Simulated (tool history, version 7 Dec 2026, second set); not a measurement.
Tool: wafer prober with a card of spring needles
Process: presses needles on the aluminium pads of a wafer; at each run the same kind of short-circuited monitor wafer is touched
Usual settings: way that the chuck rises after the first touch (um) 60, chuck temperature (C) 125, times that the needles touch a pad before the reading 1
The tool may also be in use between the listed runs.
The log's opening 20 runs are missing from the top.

run    hour  way that the chuck rises after the first touch (um)  chuck temperature (C)  times that the needles touch a pad before the reading  touches since the tips were cleaned  cleanings since the card got new needles  touches since the first contact's height was set  resistance of one needle with its contact and lead (mohm)  way that a needle slides on the pad (um)
      695.6  -- tips cleaned on abrasive film
 21   700.7                                                   47                     44                                                      3                                 1242                                        36                                             44714                                                        320                                     5.744
 22   721.5                                                   47                     44                                                      3                                 6331                                        36                                             49803                                                        364                                     5.766
      729.6  -- tips cleaned on abrasive film
      762.3  -- tips cleaned on abrasive film
 23   772.1                                                   65                     27                                                      2                                 2392                                        38                                             62154                                                        316                                     7.957
 24   793.6                                                   65                     27                                                      2                                 7658                                        38                                             67420                                                        348                                     7.959
      797.0  -- tips cleaned on abrasive film
 25   820.8                                                   55                     41                                                      1                                 5847                                        39                                             74077                                                        444                                     6.719
      832.6  -- tips cleaned on abrasive film
 26   859.6                                                   60                     51                                                      1                                 6606                                        40                                             83554                                                        429                                     7.335
      867.0  -- tips cleaned on abrasive film
      871.8  -- height of the first contact set anew
      902.1  -- tips cleaned on abrasive film
 27   902.9                                                   60                     56                                                      2                                  185                                        42                                              7589                                                        292                                     7.415
 28   928.6                                                   60                     36                                                      1                                 6485                                        42                                             13889                                                        420                                     7.424
      935.7  -- tips cleaned on abrasive film
 29   959.8                                                   60                     36                                                      1                                 5926                                        43                                             21526                                                        417                                     7.415
      967.7  -- tips cleaned on abrasive film
 30   981.4                                                   60                     51                                                      1                                 3350                                        44                                             26787                                                        391                                     7.400
     1000.5  -- tips cleaned on abrasive film
 31  1028.6                                                   60                     51                                                      2                                 6882                                        45                                             38326                                                        366                                     7.388
     1035.4  -- tips cleaned on abrasive film
     1069.2  -- tips cleaned on abrasive film
 32  1074.8                                                   45                    125                                                      1                                 1376                                        47                                             49599                                                        410                                     5.520

3 options for the next run, each taken on its own from the tool as it stands now. Forecast them:
     1103.6  -- tips cleaned on abrasive film
  A  1110.0                                                   63                     33                                                      1                                 1551                                        48                                             58202                                                          ?                                         ?
     1103.6  -- tips cleaned on abrasive film
  B  1110.0                                                   58                    120                                                      2                                 1551                                        48                                             58202                                                          ?                                         ?
     1103.6  -- tips cleaned on abrasive film
  C  1110.0                                                   60                    122                                                      1                                 1551                                        48                                             58202                                                          ?                                         ?

run  resistance of one needle with its contact and lead (mohm)  way that a needle slides on the pad (um)
  A                                                        339                                     7.712
  B                                                        337                                     7.111
  C                                                        360                                     7.347
Stripped of hidden state, with their random variation kept, the same runs would have yielded:
run  resistance of one needle with its contact and lead (mohm)  way that a needle slides on the pad (um)
  A                                                        271                                     7.770
  B                                                        296                                     7.169
  C                                                        296                                     7.405
